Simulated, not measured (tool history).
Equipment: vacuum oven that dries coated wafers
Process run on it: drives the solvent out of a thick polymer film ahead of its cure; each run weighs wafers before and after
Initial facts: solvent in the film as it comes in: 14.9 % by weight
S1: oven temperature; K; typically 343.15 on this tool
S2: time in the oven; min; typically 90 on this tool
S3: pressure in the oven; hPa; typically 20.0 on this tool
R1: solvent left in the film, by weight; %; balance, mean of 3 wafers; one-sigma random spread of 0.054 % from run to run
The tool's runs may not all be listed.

run 1 day=0.000 | S1=343.15 S2=90 S3=20.0 | R1=3.66
run 2 day=0.562 | S1=343.15 S2=90 S3=20.0 | R1=3.79
run 3 day=1.038 | S1=343.15 S2=90 S3=20.0 | R1=3.82
run 4 day=1.462 | S1=343.15 S2=141 S3=20.0 | R1=2.37
run 5 day=1.833 | S1=328.15 S2=90 S3=20.0 | R1=7.62
run 6 day=2.429 | S1=328.15 S2=90 S3=20.0 | R1=7.65
run 7 day=2.933 | S1=328.15 S2=90 S3=20.0 | R1=7.51
run 8 day=3.438 | S1=352.15 S2=90 S3=20.0 | R1=1.93
run 9 day=4.004 | S1=335.15 S2=56 S3=62.1 | R1=10.02
run 10 day=4.325 | S1=343.15 S2=48 S3=11.3 | R1=5.73
run 11 day=4.796 | S1=343.15 S2=120 S3=11.3 | R1=2.20

A few steps of R1 between consecutive runs. Split each: what settings, incoming material and random variation would produce without the hidden state, and what is left over for the hidden state, along with gauge scatter present in only one of the two compared results (measured, and without hidden state):
Unlogged tool condition in this case: true wafer temperature over the reading, C; true pressure over the reading, kPa; drift of the gauge itself on solvent_pct, %.
Run 8 -> 9: S1 352.15 -> 335.15, S2 90 -> 56, S3 20.0 -> 62.1. R1 +8.09 %: hidden state +0.34, all else +7.75.

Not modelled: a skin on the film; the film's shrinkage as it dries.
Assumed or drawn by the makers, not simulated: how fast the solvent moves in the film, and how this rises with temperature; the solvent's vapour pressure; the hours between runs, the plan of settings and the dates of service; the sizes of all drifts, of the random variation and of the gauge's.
